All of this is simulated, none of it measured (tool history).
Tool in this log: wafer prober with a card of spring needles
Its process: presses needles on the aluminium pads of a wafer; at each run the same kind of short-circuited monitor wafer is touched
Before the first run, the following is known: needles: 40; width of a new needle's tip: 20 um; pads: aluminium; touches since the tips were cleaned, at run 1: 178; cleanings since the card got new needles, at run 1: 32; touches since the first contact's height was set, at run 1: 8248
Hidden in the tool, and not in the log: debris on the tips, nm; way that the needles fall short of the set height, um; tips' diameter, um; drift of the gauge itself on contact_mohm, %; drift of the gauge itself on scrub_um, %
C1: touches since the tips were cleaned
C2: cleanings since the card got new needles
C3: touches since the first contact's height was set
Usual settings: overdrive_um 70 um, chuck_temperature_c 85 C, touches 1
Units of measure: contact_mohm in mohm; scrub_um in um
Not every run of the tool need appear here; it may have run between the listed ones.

run 1 hour=0.0 | overdrive_um=70 chuck_temperature_c=85 touches=1 | C1=178 C2=32 C3=8248 | contact_mohm=280 scrub_um=12.48
-- hour=8.5 tips cleaned on abrasive film
run 2 hour=11.6 | overdrive_um=70 chuck_temperature_c=85 touches=1 | C1=1292 C2=33 C3=13035 | contact_mohm=314 scrub_um=12.60
-- hour=17.5 tips cleaned on abrasive film
run 3 hour=23.1 | overdrive_um=70 chuck_temperature_c=85 touches=1 | C1=2342 C2=34 C3=17803 | contact_mohm=296 scrub_um=12.52
-- hour=26.4 tips cleaned on abrasive film
run 4 hour=34.3 | overdrive_um=70 chuck_temperature_c=85 touches=1 | C1=3267 C2=35 C3=22416 | contact_mohm=299 scrub_um=12.42
-- hour=35.9 tips cleaned on abrasive film
run 5 hour=40.6 | overdrive_um=70 chuck_temperature_c=85 touches=1 | C1=1954 C2=36 C3=25015 | contact_mohm=297 scrub_um=12.30
-- hour=44.9 tips cleaned on abrasive film
-- hour=48.2 tips cleaned on abrasive film, once more
run 6 hour=52.8 | overdrive_um=70 chuck_temperature_c=85 touches=1 | C1=1933 C2=38 C3=30033 | contact_mohm=293 scrub_um=12.32
-- hour=57.6 tips cleaned on abrasive film
run 7 hour=64.2 | overdrive_um=70 chuck_temperature_c=85 touches=1 | C1=2756 C2=39 C3=34747 | contact_mohm=299 scrub_um=12.31
-- hour=67.1 tips cleaned on abrasive film
run 8 hour=69.4 | overdrive_um=70 chuck_temperature_c=85 touches=1 | C1=978 C2=40 C3=36879 | contact_mohm=289 scrub_um=12.38
-- hour=76.4 tips cleaned on abrasive film
run 9 hour=77.5 | overdrive_um=70 chuck_temperature_c=85 touches=3 | C1=457 C2=41 C3=40203 | contact_mohm=280 scrub_um=12.36
run 10 hour=82.9 | overdrive_um=70 chuck_temperature_c=85 touches=3 | C1=2708 C2=41 C3=42454 | contact_mohm=282 scrub_um=12.40
-- hour=85.2 tips cleaned on abrasive film
run 11 hour=91.5 | overdrive_um=69 chuck_temperature_c=85 touches=1 | C1=2658 C2=42 C3=46021 | contact_mohm=298 scrub_um=12.10
-- hour=94.3 tips cleaned on abrasive film
-- hour=103.5 tips cleaned on abrasive film
run 12 hour=104.2 | overdrive_um=69 chuck_temperature_c=85 touches=1 | C1=266 C2=44 C3=51212 | contact_mohm=283 scrub_um=12.11
-- hour=112.5 tips cleaned on abrasive film
run 13 hour=114.3 | overdrive_um=81 chuck_temperature_c=85 touches=1 | C1=746 C2=45 C3=55381 | contact_mohm=280 scrub_um=14.28
-- hour=121.5 tips cleaned on abrasive film
run 14 hour=122.2 | overdrive_um=80 chuck_temperature_c=85 touches=1 | C1=296 C2=46 C3=58647 | contact_mohm=277 scrub_um=14.03
-- hour=130.6 tips cleaned on abrasive film
run 15 hour=132.3 | overdrive_um=70 chuck_temperature_c=122 touches=1 | C1=679 C2=47 C3=62806 | contact_mohm=293 scrub_um=12.22
-- hour=139.7 tips cleaned on abrasive film
run 16 hour=141.3 | overdrive_um=70 chuck_temperature_c=122 touches=1 | C1=677 C2=48 C3=66553 | contact_mohm=290 scrub_um=12.29
-- hour=149.4 tips cleaned on abrasive film
run 17 hour=153.1 | overdrive_um=70 chuck_temperature_c=122 touches=1 | C1=1564 C2=49 C3=71422 | contact_mohm=299 scrub_um=12.24
-- hour=158.9 tips cleaned on abrasive film
run 18 hour=159.2 | overdrive_um=70 chuck_temperature_c=122 touches=1 | C1=107 C2=50 C3=73905 | contact_mohm=289 scrub_um=12.20
-- hour=168.2 tips cleaned on abrasive film
run 19 hour=171.4 | overdrive_um=84 chuck_temperature_c=33 touches=2 | C1=1308 C2=51 C3=78957 | contact_mohm=261 scrub_um=14.59
-- hour=177.1 tips cleaned on abrasive film
run 20 hour=177.7 | overdrive_um=79 chuck_temperature_c=85 touches=1 | C1=234 C2=52 C3=81543 | contact_mohm=277 scrub_um=13.84
run 21 hour=183.4 | overdrive_um=79 chuck_temperature_c=85 touches=1 | C1=2642 C2=52 C3=83951 | contact_mohm=290 scrub_um=13.75
-- hour=186.4 tips cleaned on abrasive film
run 22 hour=193.0 | overdrive_um=79 chuck_temperature_c=85 touches=1 | C1=2743 C2=53 C3=87909 | contact_mohm=294 scrub_um=13.78
-- hour=195.4 tips cleaned on abrasive film
run 23 hour=202.9 | overdrive_um=69 chuck_temperature_c=66 touches=2 | C1=3146 C2=54 C3=91988 | contact_mohm=286 scrub_um=11.86
-- hour=204.4 tips cleaned on abrasive film
run 24 hour=212.7 | overdrive_um=62 chuck_temperature_c=112 touches=2 | C1=3461 C2=55 C3=96023 | contact_mohm=304 scrub_um=10.61
-- hour=213.9 tips cleaned on abrasive film
run 25 hour=220.4 | overdrive_um=62 chuck_temperature_c=112 touches=1 | C1=2689 C2=56 C3=99193 | contact_mohm=316 scrub_um=10.62
-- hour=223.2 tips cleaned on abrasive film
run 26 hour=230.9 | overdrive_um=62 chuck_temperature_c=112 touches=1 | C1=3193 C2=57 C3=103540 | contact_mohm=320 scrub_um=10.59
-- hour=232.7 tips cleaned on abrasive film
run 27 hour=238.5 | overdrive_um=62 chuck_temperature_c=112 touches=1 | C1=2424 C2=58 C3=106665 | contact_mohm=315 scrub_um=10.59
-- hour=241.7 tips cleaned on abrasive film
run 28 hour=244.5 | overdrive_um=75 chuck_temperature_c=25 touches=2 | C1=1175 C2=59 C3=109134 | contact_mohm=267 scrub_um=12.93
run 29 hour=249.6 | overdrive_um=58 chuck_temperature_c=25 touches=2 | C1=3305 C2=59 C3=111264 | contact_mohm=291 scrub_um=9.89
-- hour=250.4 tips cleaned on abrasive film
-- hour=259.5 tips cleaned on abrasive film
run 30 hour=261.8 | overdrive_um=58 chuck_temperature_c=64 touches=1 | C1=959 C2=61 C3=116258 | contact_mohm=291 scrub_um=9.85
-- hour=268.8 tips cleaned on abrasive film
run 31 hour=268.8 | overdrive_um=70 chuck_temperature_c=40 touches=2 | C1=0 C2=62 C3=119148 | contact_mohm=263 scrub_um=11.80
-- hour=278.0 tips cleaned on abrasive film
run 32 hour=281.1 | overdrive_um=70 chuck_temperature_c=40 touches=2 | C1=1279 C2=63 C3=124238 | contact_mohm=273 scrub_um=11.90

Measured result minus the same run's result without the hidden state. Both carry the same run-to-run variation, though not necessarily the same gauge scatter:
run=1 contact_mohm=+6 scrub_um=-0.04
run=2 contact_mohm=+42 scrub_um=-0.06
run=3 contact_mohm=+22 scrub_um=-0.08
run=4 contact_mohm=+26 scrub_um=-0.10
run=5 contact_mohm=+20 scrub_um=-0.11
run=6 contact_mohm=+19 scrub_um=-0.14
run=7 contact_mohm=+24 scrub_um=-0.16
run=8 contact_mohm=+13 scrub_um=-0.18
run=9 contact_mohm=+4 scrub_um=-0.19
run=10 contact_mohm=+10 scrub_um=-0.20
run=11 contact_mohm=+25 scrub_um=-0.22
run=12 contact_mohm=+7 scrub_um=-0.26
run=13 contact_mohm=+9 scrub_um=-0.28
run=14 contact_mohm=+5 scrub_um=-0.29
run=15 contact_mohm=+9 scrub_um=-0.32
run=16 contact_mohm=+11 scrub_um=-0.33
run=17 contact_mohm=+16 scrub_um=-0.35
run=18 contact_mohm=+6 scrub_um=-0.37
run=19 contact_mohm=+7 scrub_um=-0.39
run=20 contact_mohm=+6 scrub_um=-0.41
run=21 contact_mohm=+22 scrub_um=-0.42
run=22 contact_mohm=+22 scrub_um=-0.43
run=23 contact_mohm=+20 scrub_um=-0.45
run=24 contact_mohm=+24 scrub_um=-0.47
run=25 contact_mohm=+33 scrub_um=-0.49
run=26 contact_mohm=+37 scrub_um=-0.51
run=27 contact_mohm=+31 scrub_um=-0.53
run=28 contact_mohm=+11 scrub_um=-0.55
run=29 contact_mohm=+31 scrub_um=-0.55
run=30 contact_mohm=+23 scrub_um=-0.59
run=31 contact_mohm=+3 scrub_um=-0.61
run=32 contact_mohm=+12 scrub_um=-0.62
